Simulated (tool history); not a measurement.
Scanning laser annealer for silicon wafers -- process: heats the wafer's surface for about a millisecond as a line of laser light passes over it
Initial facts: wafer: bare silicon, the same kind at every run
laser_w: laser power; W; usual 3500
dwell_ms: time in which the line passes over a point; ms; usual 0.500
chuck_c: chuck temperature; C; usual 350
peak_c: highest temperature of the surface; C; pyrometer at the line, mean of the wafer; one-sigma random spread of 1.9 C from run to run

Run 1, hour 0.0: usual settings. Result: peak_c 1076 C.
Run 2, hour 5.6: usual settings but chuck_c 353 C. Result: peak_c 1074 C.
Run 3, hour 12.0: usual settings but dwell_ms 0.364 ms. Result: peak_c 962 C.
Run 4, hour 19.4: usual settings but dwell_ms 0.364 ms. Result: peak_c 963 C.
Run 5, hour 24.3: usual settings but laser_w 3438 W. Result: peak_c 1055 C.
Run 6, hour 31.6: usual settings but laser_w 3786 W. Result: peak_c 1156 C.
Run 7, hour 40.0: usual settings but laser_w 3786 W. Result: peak_c 1155 C.
Run 8, hour 45.3: usual settings but laser_w 3786 W. Result: peak_c 1155 C.
Run 9, hour 54.6: usual settings. Result: peak_c 1076 C.
Run 10, hour 59.7: usual settings but chuck_c 360 C. Result: peak_c 1082 C.
Run 11, hour 68.2: usual settings but chuck_c 331 C. Result: peak_c 1055 C.
Run 12, hour 76.1: usual settings but dwell_ms 0.364 ms. Result: peak_c 960 C.
Run 13, hour 81.8: usual settings. Result: peak_c 1072 C.
Run 14, hour 91.9: usual settings but chuck_c 337 C. Result: peak_c 1061 C.
Run 15, hour 101.6: usual settings but chuck_c 337 C. Result: peak_c 1058 C.
Run 16, hour 109.2: usual settings but chuck_c 337 C. Result: peak_c 1059 C.
Run 17, hour 116.9: usual settings but chuck_c 337 C. Result: peak_c 1057 C.
Run 18, hour 127.0: usual settings but chuck_c 337 C. Result: peak_c 1056 C.
Run 19, hour 133.9: usual settings. Result: peak_c 1071 C.
Run 20, hour 138.4: usual settings. Result: peak_c 1071 C.
Run 21, hour 148.3: usual settings. Result: peak_c 1068 C.
Run 22, hour 157.1: usual settings but laser_w 3750 W, dwell_ms 0.375 ms, chuck_c 387 C. Result: peak_c 1105 C.
Run 23, hour 165.8: usual settings but laser_w 3750 W, dwell_ms 0.375 ms, chuck_c 387 C. Result: peak_c 1100 C.
Run 24, hour 173.3: usual settings but laser_w 3280 W, dwell_ms 0.519 ms, chuck_c 327 C. Result: peak_c 1041 C.
Run 25, hour 181.3: usual settings but dwell_ms 0.371 ms. Result: peak_c 999 C.
Run 26, hour 189.1: usual settings but laser_w 3385 W, dwell_ms 0.449 ms. Result: peak_c 1039 C.
Run 27, hour 194.5: usual settings but laser_w 3475 W, chuck_c 328 C. Result: peak_c 1080 C.
Run 28, hour 201.7: usual settings but laser_w 3475 W, dwell_ms 0.516 ms, chuck_c 328 C. Result: peak_c 1092 C.
Run 29, hour 208.4: usual settings but laser_w 3521 W, dwell_ms 0.406 ms, chuck_c 334 C. Result: peak_c 1021 C.
Run 30, hour 213.6: usual settings but laser_w 3521 W, dwell_ms 0.406 ms, chuck_c 334 C. Result: peak_c 1018 C.
Run 31, hour 222.1: usual settings but laser_w 3521 W, dwell_ms 0.406 ms, chuck_c 334 C. Result: peak_c 1022 C.
Run 32, hour 230.0: usual settings but laser_w 3473 W, chuck_c 351 C. Result: peak_c 1106 C.
Run 33, hour 238.9: usual settings but laser_w 3381 W, dwell_ms 0.574 ms, chuck_c 351 C. Result: peak_c 1130 C.
Run 34, hour 244.2: usual settings but laser_w 3687 W, dwell_ms 0.420 ms, chuck_c 321 C. Result: peak_c 1060 C.
Run 35, hour 252.7: usual settings but laser_w 3687 W, dwell_ms 0.420 ms, chuck_c 321 C. Result: peak_c 1060 C.
Run 36, hour 261.3: usual settings but laser_w 3670 W, dwell_ms 0.504 ms, chuck_c 369 C. Result: peak_c 1182 C.
Run 37, hour 266.2: usual settings but laser_w 2990 W, chuck_c 341 C. Result: peak_c 959 C.
Run 38, hour 273.7: usual settings but laser_w 3022 W, dwell_ms 0.372 ms. Result: peak_c 887 C.
Run 39, hour 280.7: usual settings but laser_w 3017 W, dwell_ms 0.420 ms, chuck_c 376 C. Result: peak_c 945 C.
Run 40, hour 289.8: usual settings but laser_w 3017 W, dwell_ms 0.420 ms, chuck_c 376 C. Result: peak_c 944 C.
Run 41, hour 297.7: usual settings but laser_w 3017 W, dwell_ms 0.420 ms, chuck_c 376 C. Result: peak_c 944 C.
Run 42, hour 302.0: usual settings but dwell_ms 0.492 ms, chuck_c 327 C. Result: peak_c 1081 C.

The log once held 1 entry between its listed runs, left out of this copy. Where does each go, and what is different about the tool's unlogged condition between the listed run before it and the listed run after it?
From run 21 to run 22: window over the wafer cleaned (hour 157.1)
  light that passes the window, % of a clean one's: 95.65 -> 99.76
  measured result minus the result with no hidden state, peak_c: -67 -> -24 C
